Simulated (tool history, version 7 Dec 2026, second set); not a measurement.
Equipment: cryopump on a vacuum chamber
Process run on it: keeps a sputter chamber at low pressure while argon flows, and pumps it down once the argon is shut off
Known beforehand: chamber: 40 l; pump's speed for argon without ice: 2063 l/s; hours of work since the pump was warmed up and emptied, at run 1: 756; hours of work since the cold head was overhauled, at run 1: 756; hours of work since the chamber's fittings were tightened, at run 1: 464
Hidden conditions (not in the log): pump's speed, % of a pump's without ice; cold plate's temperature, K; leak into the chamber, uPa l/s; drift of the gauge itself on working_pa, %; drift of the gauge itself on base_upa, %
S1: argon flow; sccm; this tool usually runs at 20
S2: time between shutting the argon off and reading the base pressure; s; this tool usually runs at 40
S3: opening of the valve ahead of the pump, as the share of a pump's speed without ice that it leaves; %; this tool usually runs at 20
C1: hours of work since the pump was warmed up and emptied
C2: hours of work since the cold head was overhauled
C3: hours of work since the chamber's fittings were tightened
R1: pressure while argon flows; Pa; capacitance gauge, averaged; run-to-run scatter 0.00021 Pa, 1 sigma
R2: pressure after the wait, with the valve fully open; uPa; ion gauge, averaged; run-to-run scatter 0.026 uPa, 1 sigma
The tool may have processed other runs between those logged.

run,hour,S1,S2,S3,C1,C2,C3,R1,R2
1,0.0,20,40,20,756,756,464,0.0842,1.69
2,75.5,20,40,20,793,793,500,0.0845,1.69
3,129.0,20,40,20,818,818,526,0.0845,1.80
4,188.5,20,40,20,847,847,555,0.0845,1.88
5,255.1,20,40,20,879,879,587,0.0844,1.91
6,312.7,20,40,20,906,906,614,0.0846,1.94
7,364.4,20,40,20,931,931,639,0.0846,1.98
8,439.8,15,40,20,967,967,675,0.0637,1.99
9,487.0,20,40,54,990,990,698,0.0334,2.02
10,521.3,20,40,54,1007,1007,714,0.0329,2.08
11,590.5,20,40,54,1040,1040,747,0.0338,2.10
12,636.1,20,40,54,1062,1062,769,0.0336,2.18
# hour 682.8: pump warmed up, emptied and cooled again
13,686.2,20,33,54,2,1083,791,0.0311,2.22
14,733.7,21,40,20,24,1106,814,0.0864,2.03
15,764.2,21,40,20,39,1121,828,0.0864,2.02
16,799.5,20,40,20,56,1138,845,0.0827,2.01
17,865.1,20,40,20,87,1169,877,0.0826,2.09
18,930.6,20,40,20,119,1201,908,0.0831,2.09
19,993.3,20,40,20,149,1231,938,0.0830,2.16
20,1058.0,20,60,20,180,1262,969,0.0828,1.92
21,1123.6,30,40,54,211,1293,1001,0.0472,2.31
22,1198.9,20,38,16,248,1329,1037,0.1034,2.38
23,1262.8,10,56,44,278,1360,1068,0.0194,2.09
24,1305.7,10,56,44,299,1380,1088,0.0191,2.14
25,1363.6,20,31,20,327,1408,1116,0.0834,2.69
26,1438.8,20,54,20,363,1444,1152,0.0835,2.25
27,1501.0,9,38,38,393,1474,1182,0.0202,2.58
28,1535.6,9,38,38,409,1491,1199,0.0202,2.59
29,1604.8,9,38,38,442,1524,1232,0.0203,2.65
30,1640.1,9,38,38,459,1541,1249,0.0202,2.70
31,1675.6,9,38,38,476,1558,1266,0.0201,2.70
32,1738.5,20,206,38,507,1588,1296,0.0454,1.87
33,1792.9,20,206,19,533,1614,1322,0.0882,1.94
34,1845.8,10,23,27,558,1640,1347,0.0315,3.52

Each row is a separate what-if for the run after 34, all from the same tool condition, not one after another. Results?
A,1906.6,20,78,24,587,1669,1377,?,?
B,1906.6,20,185,48,587,1669,1377,?,?
C,1906.6,9,22,27,587,1669,1377,?,?
D,1906.6,35,73,20,587,1669,1377,?,?

run,R1,R2
A,0.0704,2.33
B,0.0364,2.04
C,0.0284,3.54
D,0.1471,2.32
Without the tool's unlogged condition, the same runs would have read:
run,R1,R2
A,0.0683,0.65
B,0.0342,0.35
C,0.0274,1.88
D,0.1433,0.66
